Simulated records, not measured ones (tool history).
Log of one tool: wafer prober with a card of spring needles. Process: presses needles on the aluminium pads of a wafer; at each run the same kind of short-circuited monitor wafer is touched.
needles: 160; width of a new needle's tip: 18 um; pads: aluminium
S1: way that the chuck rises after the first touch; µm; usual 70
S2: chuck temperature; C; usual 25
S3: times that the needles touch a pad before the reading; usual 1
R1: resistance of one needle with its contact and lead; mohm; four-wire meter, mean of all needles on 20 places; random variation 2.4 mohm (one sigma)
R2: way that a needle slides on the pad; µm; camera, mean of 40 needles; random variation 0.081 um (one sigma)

run 1 day=0.000 | S1=70 S2=25 S3=1 | R1=273 R2=17.03
run 2 day=0.200 | S1=70 S2=25 S3=1 | R1=271 R2=17.10
-- day=0.479 tips cleaned on abrasive film
run 3 day=0.479 | S1=70 S2=25 S3=1 | R1=275 R2=17.11
run 4 day=0.692 | S1=70 S2=25 S3=2 | R1=273 R2=17.27
-- day=0.967 tips cleaned on abrasive film
run 5 day=1.142 | S1=70 S2=64 S3=2 | R1=282 R2=17.01
run 6 day=1.354 | S1=70 S2=65 S3=1 | R1=289 R2=17.13
-- day=1.442 tips cleaned on abrasive film
run 7 day=1.612 | S1=70 S2=65 S3=1 | R1=282 R2=16.89
-- day=1.942 tips cleaned on abrasive film
run 8 day=2.062 | S1=70 S2=65 S3=1 | R1=287 R2=17.03
run 9 day=2.296 | S1=82 S2=65 S3=1 | R1=285 R2=19.93
-- day=2.425 tips cleaned on abrasive film
run 10 day=2.533 | S1=85 S2=65 S3=1 | R1=286 R2=20.88
run 11 day=2.792 | S1=85 S2=65 S3=1 | R1=283 R2=20.83
-- day=2.896 tips cleaned on abrasive film
run 12 day=3.138 | S1=72 S2=25 S3=1 | R1=273 R2=17.47
-- day=3.375 tips cleaned on abrasive film
run 13 day=3.483 | S1=70 S2=25 S3=3 | R1=267 R2=16.98

Run 14 comes next. What will it give?
-- day=3.517 height of the first contact set anew
-- day=3.858 tips cleaned on abrasive film
run 14 day=3.879 | S1=63 S2=41 S3=3 | R1=? R2=?

R1: 278 mohm
R2: 15.39 µm
Without the tool's hidden state the same run would have given R1 278 mohm, R2 15.55 µm.
